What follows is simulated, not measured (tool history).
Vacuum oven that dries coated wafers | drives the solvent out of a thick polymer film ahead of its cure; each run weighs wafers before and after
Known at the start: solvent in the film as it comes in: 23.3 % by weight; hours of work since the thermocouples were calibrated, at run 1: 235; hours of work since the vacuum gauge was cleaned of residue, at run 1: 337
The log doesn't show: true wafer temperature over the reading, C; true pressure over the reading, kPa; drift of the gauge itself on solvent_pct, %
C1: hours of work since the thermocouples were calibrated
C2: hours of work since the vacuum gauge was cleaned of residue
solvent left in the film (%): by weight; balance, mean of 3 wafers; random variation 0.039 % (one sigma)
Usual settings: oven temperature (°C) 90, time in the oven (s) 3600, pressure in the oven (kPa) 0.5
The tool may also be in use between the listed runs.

run 1 hour=0 | oven_temperature_(°C)=90 time_in_the_oven_(s)=3600 pressure_in_the_oven_(kPa)=0.5 | C1=235 C2=337 | solvent_left_in_the_film_(%)=1.76
run 2 hour=15.5 | oven_temperature_(°C)=90 time_in_the_oven_(s)=3600 pressure_in_the_oven_(kPa)=0.5 | C1=243 C2=345 | solvent_left_in_the_film_(%)=1.82
run 3 hour=25.4 | oven_temperature_(°C)=90 time_in_the_oven_(s)=3720 pressure_in_the_oven_(kPa)=0.5 | C1=248 C2=350 | solvent_left_in_the_film_(%)=1.76
run 4 hour=43.8 | oven_temperature_(°C)=90 time_in_the_oven_(s)=2520 pressure_in_the_oven_(kPa)=0.5 | C1=257 C2=359 | solvent_left_in_the_film_(%)=2.91
run 5 hour=56.2 | oven_temperature_(°C)=90 time_in_the_oven_(s)=2520 pressure_in_the_oven_(kPa)=0.5 | C1=263 C2=365 | solvent_left_in_the_film_(%)=2.93
run 6 hour=72.2 | oven_temperature_(°C)=90 time_in_the_oven_(s)=2520 pressure_in_the_oven_(kPa)=0.5 | C1=271 C2=373 | solvent_left_in_the_film_(%)=2.87
run 7 hour=93 | oven_temperature_(°C)=90 time_in_the_oven_(s)=2520 pressure_in_the_oven_(kPa)=0.5 | C1=282 C2=383 | solvent_left_in_the_film_(%)=2.96
run 8 hour=106.4 | oven_temperature_(°C)=90 time_in_the_oven_(s)=2520 pressure_in_the_oven_(kPa)=0.5 | C1=288 C2=390 | solvent_left_in_the_film_(%)=2.96
-- hour=110.5 oven's thermocouples calibrated
run 9 hour=132.9 | oven_temperature_(°C)=90 time_in_the_oven_(s)=2520 pressure_in_the_oven_(kPa)=0.5 | C1=11 C2=402 | solvent_left_in_the_film_(%)=2.94
run 10 hour=148.5 | oven_temperature_(°C)=79 time_in_the_oven_(s)=2940 pressure_in_the_oven_(kPa)=1.507 | C1=19 C2=410 | solvent_left_in_the_film_(%)=9.45
-- hour=160 oven's thermocouples calibrated, once more
run 11 hour=167.4 | oven_temperature_(°C)=76 time_in_the_oven_(s)=2220 pressure_in_the_oven_(kPa)=0.297 | C1=4 C2=419 | solvent_left_in_the_film_(%)=10.21
run 12 hour=188 | oven_temperature_(°C)=90 time_in_the_oven_(s)=3600 pressure_in_the_oven_(kPa)=0.386 | C1=14 C2=429 | solvent_left_in_the_film_(%)=1.55
run 13 hour=212.6 | oven_temperature_(°C)=92 time_in_the_oven_(s)=2040 pressure_in_the_oven_(kPa)=1.169 | C1=26 C2=441 | solvent_left_in_the_film_(%)=4.21
run 14 hour=230.4 | oven_temperature_(°C)=92 time_in_the_oven_(s)=2040 pressure_in_the_oven_(kPa)=1.169 | C1=35 C2=450 | solvent_left_in_the_film_(%)=4.21

Forecast each of these 3 alternatives for the next run:
run A hour=253.9 | oven_temperature_(°C)=76 time_in_the_oven_(s)=3600 pressure_in_the_oven_(kPa)=1.248 | C1=47 C2=462 | solvent_left_in_the_film_(%)=?
run B hour=253.9 | oven_temperature_(°C)=92 time_in_the_oven_(s)=4560 pressure_in_the_oven_(kPa)=1.169 | C1=47 C2=462 | solvent_left_in_the_film_(%)=?
run C hour=253.9 | oven_temperature_(°C)=77 time_in_the_oven_(s)=3300 pressure_in_the_oven_(kPa)=1.169 | C1=47 C2=462 | solvent_left_in_the_film_(%)=?

run=A solvent_left_in_the_film_(%)=9.48
run=B solvent_left_in_the_film_(%)=2.4
run=C solvent_left_in_the_film_(%)=9.26
Without the tool's hidden state the same runs would have given:
run=A solvent_left_in_the_film_(%)=9.25
run=B solvent_left_in_the_film_(%)=2.23
run=C solvent_left_in_the_film_(%)=9.04
